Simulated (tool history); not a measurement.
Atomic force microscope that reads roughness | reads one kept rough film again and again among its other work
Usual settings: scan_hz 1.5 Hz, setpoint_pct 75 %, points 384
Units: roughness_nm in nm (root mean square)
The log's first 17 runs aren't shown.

| run | hour | scan_hz | setpoint_pct | points | roughness_nm |
|---|---|---|---|---|---|
| 18 | 342.5 | 0.72 | 81 | 913 | 1.242 |
| 19 | 360.6 | 0.72 | 81 | 913 | 1.235 |
| 20 | 375.5 | 1.5 | 67 | 346 | 1.231 |
| 21 | 391.6 | 1.5 | 58 | 555 | 1.251 |
| 22 | 404.1 | 0.69 | 67 | 384 | 1.254 |
| 23 | 416.5 | 1.25 | 58 | 339 | 1.248 |
|  | 429 | new tip fitted |
| 24 | 441.5 | 1.6 | 74 | 384 | 1.222 |
| 25 | 470 | 0.61 | 83 | 859 | 1.252 |
| 26 | 489.1 | 1.71 | 71 | 314 | 1.218 |
| 27 | 514.2 | 1.29 | 75 | 621 | 1.22 |

Run 28 comes next. What will it give?
| 28 | 540.3 | 1.06 | 56 | 310 | ? |

Run 28 gave roughness_nm 1.268 nm (root mean square).
Without the tool's hidden state the same run would have given roughness_nm 1.29 nm (root mean square).
